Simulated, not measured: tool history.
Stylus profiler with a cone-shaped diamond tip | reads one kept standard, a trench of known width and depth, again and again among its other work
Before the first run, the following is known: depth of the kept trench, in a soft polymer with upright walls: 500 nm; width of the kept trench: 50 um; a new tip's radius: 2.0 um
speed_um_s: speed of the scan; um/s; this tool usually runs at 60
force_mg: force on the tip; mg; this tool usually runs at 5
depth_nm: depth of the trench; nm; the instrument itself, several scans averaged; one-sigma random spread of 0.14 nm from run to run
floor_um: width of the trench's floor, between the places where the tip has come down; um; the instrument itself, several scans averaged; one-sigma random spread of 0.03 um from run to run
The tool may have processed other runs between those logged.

{"run": 1, "day": 0.0, "speed_um_s": 60, "force_mg": 5, "depth_nm": 509.01, "floor_um": 46.38}
{"run": 2, "day": 3.533, "speed_um_s": 60, "force_mg": 5, "depth_nm": 508.94, "floor_um": 46.39}
{"run": 3, "day": 5.646, "speed_um_s": 60, "force_mg": 7.92, "depth_nm": 511.26, "floor_um": 46.42}
{"run": 4, "day": 8.279, "speed_um_s": 60, "force_mg": 7.92, "depth_nm": 511.41, "floor_um": 46.41}
{"run": 5, "day": 12.308, "speed_um_s": 60, "force_mg": 7.92, "depth_nm": 511.49, "floor_um": 46.38}
{"run": 6, "day": 15.671, "speed_um_s": 60, "force_mg": 7.83, "depth_nm": 511.41, "floor_um": 46.36}
{"run": 7, "day": 18.538, "speed_um_s": 28, "force_mg": 7.83, "depth_nm": 511.52, "floor_um": 46.39}
{"run": 8, "day": 23.388, "speed_um_s": 28, "force_mg": 7.83, "depth_nm": 511.46, "floor_um": 46.32}
{"run": 9, "day": 25.6, "speed_um_s": 60, "force_mg": 4.74, "depth_nm": 509.63, "floor_um": 46.26}
{"run": 10, "day": 29.292, "speed_um_s": 60, "force_mg": 4.74, "depth_nm": 509.61, "floor_um": 46.3}
{"run": 11, "day": 32.042, "speed_um_s": 159, "force_mg": 3.09, "depth_nm": 508.43, "floor_um": 45.97}
{"run": 12, "day": 36.421, "speed_um_s": 159, "force_mg": 12.38, "depth_nm": 514.77, "floor_um": 46.17}
{"run": 13, "day": 41.062, "speed_um_s": 43, "force_mg": 2.47, "depth_nm": 508.01, "floor_um": 46.2}
{"run": 14, "day": 44.029, "speed_um_s": 30, "force_mg": 7.39, "depth_nm": 511.9, "floor_um": 46.23}
{"run": 15, "day": 46.812, "speed_um_s": 15, "force_mg": 8.5, "depth_nm": 512.77, "floor_um": 46.28}
{"run": 16, "day": 50.825, "speed_um_s": 15, "force_mg": 8.5, "depth_nm": 512.99, "floor_um": 46.23}

Same runs, no hidden state in the tool, same run-to-run variation:
Hidden state present: radius of the tip, um; height scale over the true one, %; drift of the gauge itself on depth_nm, %; drift of the gauge itself on floor_um, %.
run=1 depth_nm=505.64 floor_um=47.18
run=2 depth_nm=505.48 floor_um=47.21
run=3 depth_nm=507.73 floor_um=47.26
run=4 depth_nm=507.82 floor_um=47.26
run=5 depth_nm=507.78 floor_um=47.25
run=6 depth_nm=507.63 floor_um=47.25
run=7 depth_nm=507.66 floor_um=47.3
run=8 depth_nm=507.46 floor_um=47.26
run=9 depth_nm=505.59 floor_um=47.21
run=10 depth_nm=505.47 floor_um=47.26
run=11 depth_nm=504.22 floor_um=46.94
run=12 depth_nm=510.39 floor_um=47.16
run=13 depth_nm=503.57 floor_um=47.23
run=14 depth_nm=507.34 floor_um=47.27
run=15 depth_nm=508.13 floor_um=47.33
run=16 depth_nm=508.24 floor_um=47.3
